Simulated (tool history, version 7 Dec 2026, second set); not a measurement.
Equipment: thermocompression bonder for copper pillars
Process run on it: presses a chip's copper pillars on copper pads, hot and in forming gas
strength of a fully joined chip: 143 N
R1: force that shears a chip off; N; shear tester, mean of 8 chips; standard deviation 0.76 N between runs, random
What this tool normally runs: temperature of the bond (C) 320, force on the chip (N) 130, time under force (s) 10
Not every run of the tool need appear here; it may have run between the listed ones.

{"run": 1, "hour": 0.0, "temperature of the bond (C)": 320, "force on the chip (N)": 130, "time under force (s)": 10, "R1": 75.2}
{"run": 2, "hour": 47.4, "temperature of the bond (C)": 320, "force on the chip (N)": 130, "time under force (s)": 10, "R1": 75.9}
{"run": 3, "hour": 72.0, "temperature of the bond (C)": 320, "force on the chip (N)": 130, "time under force (s)": 10, "R1": 75.1}
{"run": 4, "hour": 103.1, "temperature of the bond (C)": 320, "force on the chip (N)": 130, "time under force (s)": 10, "R1": 75.4}
{"run": 5, "hour": 155.0, "temperature of the bond (C)": 320, "force on the chip (N)": 130, "time under force (s)": 10, "R1": 74}
{"run": 6, "hour": 177.7, "temperature of the bond (C)": 320, "force on the chip (N)": 130, "time under force (s)": 10, "R1": 74.1}
{"run": 7, "hour": 212.7, "temperature of the bond (C)": 320, "force on the chip (N)": 130, "time under force (s)": 10, "R1": 76.3}
{"hour": 223.9, "done": "forming gas filter changed"}
{"run": 8, "hour": 256.9, "temperature of the bond (C)": 320, "force on the chip (N)": 124, "time under force (s)": 10, "R1": 74.8}
{"run": 9, "hour": 288.1, "temperature of the bond (C)": 320, "force on the chip (N)": 124, "time under force (s)": 10, "R1": 74}
{"hour": 294.3, "done": "heater calibrated with a thermocouple chip"}
{"run": 10, "hour": 338.6, "temperature of the bond (C)": 320, "force on the chip (N)": 130, "time under force (s)": 8, "R1": 70.1}
{"run": 11, "hour": 391.0, "temperature of the bond (C)": 293, "force on the chip (N)": 130, "time under force (s)": 8, "R1": 52.7}
{"run": 12, "hour": 420.2, "temperature of the bond (C)": 320, "force on the chip (N)": 184, "time under force (s)": 10, "R1": 86.7}
{"run": 13, "hour": 459.9, "temperature of the bond (C)": 326, "force on the chip (N)": 130, "time under force (s)": 10, "R1": 79.1}
{"run": 14, "hour": 491.8, "temperature of the bond (C)": 320, "force on the chip (N)": 131, "time under force (s)": 10, "R1": 74.8}
{"run": 15, "hour": 525.1, "temperature of the bond (C)": 320, "force on the chip (N)": 130, "time under force (s)": 27, "R1": 99.6}
{"run": 16, "hour": 552.1, "temperature of the bond (C)": 320, "force on the chip (N)": 130, "time under force (s)": 27, "R1": 101.2}
{"run": 17, "hour": 596.4, "temperature of the bond (C)": 320, "force on the chip (N)": 130, "time under force (s)": 27, "R1": 101.7}
{"run": 18, "hour": 641.4, "temperature of the bond (C)": 320, "force on the chip (N)": 130, "time under force (s)": 10, "R1": 75.6}
{"run": 19, "hour": 692.0, "temperature of the bond (C)": 320, "force on the chip (N)": 130, "time under force (s)": 10, "R1": 75}
{"hour": 718.1, "done": "forming gas filter changed"}
{"run": 20, "hour": 719.7, "temperature of the bond (C)": 320, "force on the chip (N)": 129, "time under force (s)": 10, "R1": 74.9}
{"run": 21, "hour": 761.5, "temperature of the bond (C)": 320, "force on the chip (N)": 129, "time under force (s)": 10, "R1": 75.4}
{"run": 22, "hour": 795.5, "temperature of the bond (C)": 320, "force on the chip (N)": 130, "time under force (s)": 16, "R1": 88.2}
{"run": 23, "hour": 842.7, "temperature of the bond (C)": 341, "force on the chip (N)": 111, "time under force (s)": 10, "R1": 84.2}
{"run": 24, "hour": 892.8, "temperature of the bond (C)": 320, "force on the chip (N)": 130, "time under force (s)": 7, "R1": 66.2}
{"run": 25, "hour": 927.2, "temperature of the bond (C)": 320, "force on the chip (N)": 130, "time under force (s)": 7, "R1": 67.6}
{"run": 26, "hour": 965.1, "temperature of the bond (C)": 320, "force on the chip (N)": 130, "time under force (s)": 5, "R1": 58.4}
{"run": 27, "hour": 1016.9, "temperature of the bond (C)": 320, "force on the chip (N)": 130, "time under force (s)": 8, "R1": 68.9}
{"run": 28, "hour": 1044.9, "temperature of the bond (C)": 290, "force on the chip (N)": 122, "time under force (s)": 10, "R1": 53.8}
{"run": 29, "hour": 1096.5, "temperature of the bond (C)": 290, "force on the chip (N)": 122, "time under force (s)": 10, "R1": 55.3}
{"run": 30, "hour": 1122.3, "temperature of the bond (C)": 319, "force on the chip (N)": 130, "time under force (s)": 10, "R1": 74.6}
{"hour": 1142.9, "done": "heater calibrated with a thermocouple chip"}
{"run": 31, "hour": 1159.2, "temperature of the bond (C)": 330, "force on the chip (N)": 117, "time under force (s)": 6, "R1": 65.5}
{"run": 32, "hour": 1205.4, "temperature of the bond (C)": 320, "force on the chip (N)": 174, "time under force (s)": 7, "R1": 75.9}
{"hour": 1212.8, "done": "forming gas filter changed"}
{"run": 33, "hour": 1245.1, "temperature of the bond (C)": 320, "force on the chip (N)": 174, "time under force (s)": 7, "R1": 76.5}
{"run": 34, "hour": 1291.9, "temperature of the bond (C)": 317, "force on the chip (N)": 174, "time under force (s)": 7, "R1": 73.5}
{"run": 35, "hour": 1338.2, "temperature of the bond (C)": 320, "force on the chip (N)": 178, "time under force (s)": 6, "R1": 73.6}
{"run": 36, "hour": 1376.3, "temperature of the bond (C)": 304, "force on the chip (N)": 162, "time under force (s)": 6, "R1": 59.6}
{"run": 37, "hour": 1416.4, "temperature of the bond (C)": 304, "force on the chip (N)": 162, "time under force (s)": 6, "R1": 58.5}
{"run": 38, "hour": 1467.6, "temperature of the bond (C)": 304, "force on the chip (N)": 162, "time under force (s)": 6, "R1": 59}
{"hour": 1513.6, "done": "force cell calibrated"}
{"run": 39, "hour": 1513.6, "temperature of the bond (C)": 295, "force on the chip (N)": 94, "time under force (s)": 14, "R1": 56.5}

Branching from run 39: 3 alternative next runs. What would each branch give?
{"run": "A", "hour": 1561.8, "temperature of the bond (C)": 320, "force on the chip (N)": 130, "time under force (s)": 9, "R1": "?"}
{"run": "B", "hour": 1561.8, "temperature of the bond (C)": 297, "force on the chip (N)": 108, "time under force (s)": 10, "R1": "?"}
{"run": "C", "hour": 1561.8, "temperature of the bond (C)": 320, "force on the chip (N)": 160, "time under force (s)": 10, "R1": "?"}

run=A R1=72.3
run=B R1=55.8
run=C R1=83.3
Had the tool no hidden state, the same runs would have come out as:
run=A R1=72.2
run=B R1=55.7
run=C R1=83.2
